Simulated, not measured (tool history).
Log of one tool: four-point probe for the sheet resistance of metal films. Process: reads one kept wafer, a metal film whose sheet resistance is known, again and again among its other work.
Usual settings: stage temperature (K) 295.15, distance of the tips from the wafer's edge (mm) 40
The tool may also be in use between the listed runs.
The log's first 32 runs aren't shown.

run,hour,stage temperature (K),distance of the tips from the wafer's edge (mm),touches since the probe head was changed,hours of work since the stage's thermometer was calibrated,sheet resistance as the instrument gives it (ohm/square)
33,2506.9,291.15,5,45335,500,12.754847
34,2598,291.15,5,46452,553,12.754309
35,2661.2,306.15,11,47228,590,12.881584
36,2721,306.15,11,47961,625,12.876717
37,2785.8,306.15,59,48756,663,12.860454
38,2875.7,294.15,5,49858,716,12.796759
39,2961.1,305.15,4,50905,766,13.011747
40,3049.5,297.15,18,51989,818,12.743096
41,3138.9,301.15,40,53085,870,12.791556
42,3191,294.15,13,53724,900,12.706711
43,3287.3,294.15,13,54905,957,12.710104
44,3339.6,293.15,6,55546,987,12.75433

4 ways to go on from here, each from the tool as it stands after run 44. What would each give?
A,3427,298.15,72,56617,1039,?
B,3427,294.15,5,56617,1039,?
C,3427,296.15,23,56617,1039,?
D,3427,302.15,40,56617,1039,?

run,sheet resistance as the instrument gives it (ohm/square)
A,12.753595
B,12.801085
C,12.728181
D,12.804291
Without the tool's hidden state the same runs would have given:
run,sheet resistance as the instrument gives it (ohm/square)
A,12.746835
B,12.794534
C,12.721543
D,12.79729

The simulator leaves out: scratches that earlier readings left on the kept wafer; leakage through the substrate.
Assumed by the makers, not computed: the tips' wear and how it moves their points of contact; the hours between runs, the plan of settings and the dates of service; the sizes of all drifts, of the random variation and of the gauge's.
